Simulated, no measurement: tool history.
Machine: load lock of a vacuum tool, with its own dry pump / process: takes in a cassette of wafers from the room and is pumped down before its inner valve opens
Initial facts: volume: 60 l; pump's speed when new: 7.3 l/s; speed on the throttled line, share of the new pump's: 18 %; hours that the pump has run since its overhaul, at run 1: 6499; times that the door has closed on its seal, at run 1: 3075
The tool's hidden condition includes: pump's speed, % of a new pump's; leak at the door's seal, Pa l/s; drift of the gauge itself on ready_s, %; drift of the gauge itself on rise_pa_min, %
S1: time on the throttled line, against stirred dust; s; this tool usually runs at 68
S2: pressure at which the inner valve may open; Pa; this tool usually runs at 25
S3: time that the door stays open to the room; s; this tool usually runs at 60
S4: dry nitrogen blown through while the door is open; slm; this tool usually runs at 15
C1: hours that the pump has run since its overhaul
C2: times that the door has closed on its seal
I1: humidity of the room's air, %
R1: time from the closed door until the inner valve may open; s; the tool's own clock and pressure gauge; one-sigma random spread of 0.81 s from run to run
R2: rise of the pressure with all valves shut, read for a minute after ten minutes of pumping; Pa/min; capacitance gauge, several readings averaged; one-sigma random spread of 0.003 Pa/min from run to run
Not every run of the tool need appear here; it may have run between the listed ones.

run	hour	S1	S2	S3	S4	C1	C2	I1	R1	R2
1	0	68	25	60	15	6499	3075	44.9	126.4	0.052
2	43	68	25	60	15	6542	3161	46	126	0.059
3	100	68	25	60	15	6599	3275	46.4	125.5	0.059
4	199.8	68	25	60	15	6699	3475	50	124.3	0.06
5	241.4	68	25	60	15	6741	3558	44.3	126.7	0.056
6	305.9	68	25	60	15	6805	3687	45.9	125.7	0.06
7	368.7	54	25	60	15	6868	3813	43.9	113.4	0.06
8	434.1	54	25	60	15	6933	3943	45.1	115.4	0.061

Predict the results of run 9:
9	490.7	87	22	60	39	6990	4057	48.3	?	?

{"run 9": {"R1": 141.2, "R2": 0.043}}
Without the tool's hidden state the same run would have given R1 139.8 s, R2 0.026 Pa/min.

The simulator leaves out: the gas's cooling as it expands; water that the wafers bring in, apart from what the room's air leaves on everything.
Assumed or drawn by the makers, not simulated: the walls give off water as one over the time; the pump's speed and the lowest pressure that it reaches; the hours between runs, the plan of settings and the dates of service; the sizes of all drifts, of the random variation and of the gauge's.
